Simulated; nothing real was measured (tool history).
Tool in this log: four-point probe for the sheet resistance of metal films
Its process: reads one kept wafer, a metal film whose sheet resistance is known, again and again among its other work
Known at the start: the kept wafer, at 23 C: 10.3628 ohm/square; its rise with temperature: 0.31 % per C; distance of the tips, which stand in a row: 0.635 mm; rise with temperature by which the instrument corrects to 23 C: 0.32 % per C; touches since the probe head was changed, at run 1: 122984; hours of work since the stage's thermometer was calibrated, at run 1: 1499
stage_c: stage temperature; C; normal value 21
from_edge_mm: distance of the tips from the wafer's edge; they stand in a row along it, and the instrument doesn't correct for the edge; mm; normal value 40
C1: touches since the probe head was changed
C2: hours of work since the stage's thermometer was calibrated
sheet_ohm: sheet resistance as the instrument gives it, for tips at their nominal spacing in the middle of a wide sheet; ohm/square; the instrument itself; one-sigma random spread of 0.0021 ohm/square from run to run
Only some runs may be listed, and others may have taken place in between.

Run 1, hour 0: usual settings; C1 122984; C2 1499. Result: sheet_ohm 10.486662 ohm/square.
Run 2, hour 55.3: usual settings but from_edge_mm 3 mm; C1 124595; C2 1527. Result: sheet_ohm 10.735763 ohm/square.
Run 3, hour 168.8: usual settings but from_edge_mm 3 mm; C1 127902; C2 1584. Result: sheet_ohm 10.739009 ohm/square.
Run 4, hour 243.2: usual settings but from_edge_mm 3 mm; C1 130073; C2 1622. Result: sheet_ohm 10.741252 ohm/square.
Run 5, hour 339.3: usual settings but stage_c 20 C; C1 132872; C2 1670. Result: sheet_ohm 10.49854 ohm/square.
Run 6, hour 443.2: usual settings but stage_c 27 C; C1 135901; C2 1723. Result: sheet_ohm 10.494913 ohm/square.
Run 7, hour 522.3: usual settings but stage_c 27 C; C1 138208; C2 1763. Result: sheet_ohm 10.492419 ohm/square.
Run 8, hour 609.3: usual settings but stage_c 27 C; C1 140742; C2 1807. Result: sheet_ohm 10.491704 ohm/square.
Run 9, hour 698.1: usual settings but stage_c 20 C; C1 143332; C2 1852. Result: sheet_ohm 10.507793 ohm/square.
Run 10, hour 773.7: usual settings but stage_c 20 C; C1 145536; C2 1890. Result: sheet_ohm 10.510081 ohm/square.
Run 11, hour 848.1: usual settings but stage_c 20 C; C1 147704; C2 1927. Result: sheet_ohm 10.507164 ohm/square.
Run 12, hour 899.5: usual settings but stage_c 28 C; C1 149202; C2 1953. Result: sheet_ohm 10.499442 ohm/square.
Run 13, hour 976.9: usual settings but stage_c 28 C; C1 151458; C2 1992. Result: sheet_ohm 10.500615 ohm/square.
Run 14, hour 1058.9: usual settings but stage_c 28 C; C1 153847; C2 2034. Result: sheet_ohm 10.500252 ohm/square.
Run 15, hour 1129.1: usual settings but stage_c 28 C; C1 155893; C2 2069. Result: sheet_ohm 10.506571 ohm/square.
Run 16, hour 1182.3: usual settings; C1 157444; C2 2096. Result: sheet_ohm 10.514054 ohm/square.
Run 17, hour 1288.5: usual settings but from_edge_mm 5 mm; C1 160541; C2 2150. Result: sheet_ohm 10.613078 ohm/square.
Run 18, hour 1372.7: usual settings but from_edge_mm 5 mm; C1 162994; C2 2192. Result: sheet_ohm 10.612333 ohm/square.
Run 19, hour 1463.7: usual settings; C1 165648; C2 2238. Result: sheet_ohm 10.52674 ohm/square.
Run 20, hour 1538.2: usual settings; C1 167817; C2 2276. Result: sheet_ohm 10.524523 ohm/square.
At hour 1546.6: stage's thermometer calibrated.
Run 21, hour 1596: usual settings but from_edge_mm 14 mm; C1 169490; C2 25. Result: sheet_ohm 10.510014 ohm/square.
Run 22, hour 1693.7: usual settings but from_edge_mm 6 mm; C1 172337; C2 74. Result: sheet_ohm 10.563921 ohm/square.
Run 23, hour 1786.3: usual settings but from_edge_mm 6 mm; C1 175035; C2 121. Result: sheet_ohm 10.568116 ohm/square.
Run 24, hour 1900.9: usual settings but stage_c 28 C, from_edge_mm 10 mm; C1 178375; C2 179. Result: sheet_ohm 10.519525 ohm/square.
Run 25, hour 2014.1: usual settings but stage_c 25 C, from_edge_mm 64 mm; C1 181676; C2 236. Result: sheet_ohm 10.502928 ohm/square.
Run 26, hour 2126.4: usual settings but stage_c 22 C, from_edge_mm 15 mm; C1 184949; C2 293. Result: sheet_ohm 10.521455 ohm/square.
Run 27, hour 2219.5: usual settings but stage_c 29 C, from_edge_mm 37 mm; C1 187663; C2 340. Result: sheet_ohm 10.501806 ohm/square.
Run 28, hour 2290.9: usual settings but stage_c 30 C, from_edge_mm 17 mm; C1 189743; C2 376. Result: sheet_ohm 10.51276 ohm/square.
Run 29, hour 2351.6: usual settings but stage_c 34 C, from_edge_mm 21 mm; C1 191511; C2 407. Result: sheet_ohm 10.505866 ohm/square.
Run 30, hour 2402.8: usual settings but from_edge_mm 5 mm; C1 193004; C2 432. Result: sheet_ohm 10.612004 ohm/square.
Run 31, hour 2482.5: usual settings but from_edge_mm 5 mm; C1 195329; C2 473. Result: sheet_ohm 10.61665 ohm/square.
Run 32, hour 2598.1: usual settings but stage_c 18 C, from_edge_mm 46 mm; C1 198697; C2 531. Result: sheet_ohm 10.526712 ohm/square.
Run 33, hour 2713.5: usual settings but stage_c 19 C, from_edge_mm 20 mm; C1 202063; C2 589. Result: sheet_ohm 10.534895 ohm/square.
Run 34, hour 2787.9: usual settings but stage_c 34 C, from_edge_mm 22 mm; C1 204231; C2 627. Result: sheet_ohm 10.513935 ohm/square.
Run 35, hour 2836.8: usual settings but stage_c 34 C, from_edge_mm 3 mm; C1 205655; C2 652. Result: sheet_ohm 10.761271 ohm/square.
Run 36, hour 2934.5: usual settings but stage_c 29 C, from_edge_mm 3 mm; C1 208504; C2 701. Result: sheet_ohm 10.770251 ohm/square.
Run 37, hour 3015: usual settings but from_edge_mm 4 mm; C1 210851; C2 742. Result: sheet_ohm 10.671383 ohm/square.
Run 38, hour 3097.7: usual settings but stage_c 22 C, from_edge_mm 7 mm; C1 213261; C2 783. Result: sheet_ohm 10.581621 ohm/square.
Run 39, hour 3193.6: usual settings but stage_c 22 C, from_edge_mm 7 mm; C1 216056; C2 832. Result: sheet_ohm 10.583908 ohm/square.
Run 40, hour 3283.8: usual settings but stage_c 22 C, from_edge_mm 7 mm; C1 218685; C2 877. Result: sheet_ohm 10.588017 ohm/square.
Run 41, hour 3370.8: usual settings but stage_c 22 C, from_edge_mm 7 mm; C1 221221; C2 921. Result: sheet_ohm 10.584295 ohm/square.
Run 42, hour 3482.5: usual settings but stage_c 32 C, from_edge_mm 10 mm; C1 224476; C2 978. Result: sheet_ohm 10.555772 ohm/square.
Run 43, hour 3553.7: usual settings but stage_c 26 C, from_edge_mm 71 mm; C1 226552; C2 1014. Result: sheet_ohm 10.536942 ohm/square.
Run 44, hour 3657: usual settings but stage_c 30 C, from_edge_mm 19 mm; C1 229561; C2 1066. Result: sheet_ohm 10.542956 ohm/square.

What if the next run were any one of these 4? Each begins from the tool's condition after run 44:
At hour 3741.5: new probe head fitted.
Run A, hour 3769.2: usual settings but from_edge_mm 4 mm; C1 808; C2 1122. Result: sheet_ohm ?.
At hour 3741.5: new probe head fitted.
Run B, hour 3769.2: usual settings but stage_c 24 C, from_edge_mm 16 mm; C1 808; C2 1122. Result: sheet_ohm ?.
At hour 3741.5: new probe head fitted.
Run C, hour 3769.2: usual settings but stage_c 34 C, from_edge_mm 16 mm; C1 808; C2 1122. Result: sheet_ohm ?.
At hour 3741.5: new probe head fitted.
Run D, hour 3769.2: usual settings but stage_c 24 C, from_edge_mm 63 mm; C1 808; C2 1122. Result: sheet_ohm ?.

run  sheet_ohm
  A  10.512164
  B  10.376018
  C  10.364328
  D  10.368119
Without the tool's unlogged condition, the same runs would have read:
run  sheet_ohm
  A  10.505276
  B  10.369306
  C  10.357896
  D  10.361413

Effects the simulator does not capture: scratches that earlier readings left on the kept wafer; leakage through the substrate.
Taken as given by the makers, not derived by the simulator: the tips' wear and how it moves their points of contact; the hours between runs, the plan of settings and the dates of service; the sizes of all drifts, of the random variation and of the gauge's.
